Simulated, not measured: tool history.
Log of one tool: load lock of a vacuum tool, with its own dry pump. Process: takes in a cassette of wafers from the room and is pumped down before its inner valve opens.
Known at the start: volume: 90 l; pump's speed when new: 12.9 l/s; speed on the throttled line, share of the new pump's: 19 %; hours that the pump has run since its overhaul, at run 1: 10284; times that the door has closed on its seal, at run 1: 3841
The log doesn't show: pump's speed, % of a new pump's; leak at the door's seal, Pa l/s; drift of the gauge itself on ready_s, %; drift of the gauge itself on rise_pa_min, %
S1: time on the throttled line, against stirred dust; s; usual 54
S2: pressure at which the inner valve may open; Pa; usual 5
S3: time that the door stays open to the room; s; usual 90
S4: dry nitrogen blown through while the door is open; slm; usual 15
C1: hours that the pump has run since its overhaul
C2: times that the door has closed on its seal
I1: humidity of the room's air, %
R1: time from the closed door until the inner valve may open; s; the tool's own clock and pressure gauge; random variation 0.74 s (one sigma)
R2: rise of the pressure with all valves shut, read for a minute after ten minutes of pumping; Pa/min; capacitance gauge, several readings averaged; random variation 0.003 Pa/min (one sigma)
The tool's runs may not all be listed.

run     day  S1  S2   S3  S4     C1     C2    I1     R1     R2
  1   0.000  54   5   90  15  10284   3841  45.6  124.4  0.034
  2   4.512  54   5   90  34  10392   4277  43.8  122.7  0.027
  3   7.200  54   5   90  15  10456   4537  45.6  124.1  0.043
  4  11.529  54   5   90  15  10560   4956  48.0  124.4  0.040
  5  13.771  54   5   90  15  10614   5172  41.9  123.8  0.040
  6  16.038  54   5   90  15  10669   5391  45.5  125.0  0.038
  7  20.467  54   5   90  15  10775   5819  47.3  123.5  0.037
     21.388  -- dry pump taken out, an overhauled one fitted
  8  23.271  54   5   63  15     45   6066  41.2  114.1  0.034
  9  26.392  54   5   90  15    120   6368  45.2  113.7  0.035
 10  29.454  31   5   90  15    194   6664  45.1   94.7  0.034
 11  33.225  31   5   90  15    284   7028  47.6   94.6  0.035
 12  38.483  31   5   90   9    410   7536  47.0   95.7  0.042
 13  43.796  30   6   99  26    538   8050  49.7   93.5  0.034
 14  48.546  88   5   95   8    652   8509  45.2  141.4  0.047
 15  51.246  28   5  166  15    717   8770  45.6   93.4  0.051
 16  56.717  28   5  166  15    848   9298  46.6   92.2  0.050
 17  61.892  28   5  166  15    972   9799  42.5   93.6  0.046
 18  66.092  54   5   69   5   1073  10205  44.7  114.8  0.047
 19  70.679  54   5   69   5   1183  10648  46.9  116.1  0.051
 20  75.158  54   5   41   5   1291  11081  42.5  114.8  0.043
 21  78.767  54   5   41   5   1377  11430  45.3  114.1  0.046
 22  83.200  54   5   41   5   1484  11858  47.0  112.9  0.046
 23  88.550  54   7   41   5   1612  12375  43.2  112.4  0.040

Forecast each of these 3 alternatives for the next run:
  A  93.875  63   7  41  44  1740  12890  43.9   ?   ?
  B  93.875  62   5  90   5  1740  12890  49.1   ?   ?
  C  93.875  54   7  41  39  1740  12890  42.8   ?   ?

run     R1     R2
  A  121.0  0.025
  B  122.5  0.060
  C  112.2  0.032
Without the tool's hidden state the same runs would have given:
run     R1     R2
  A  119.3  0.012
  B  120.7  0.047
  C  110.4  0.019
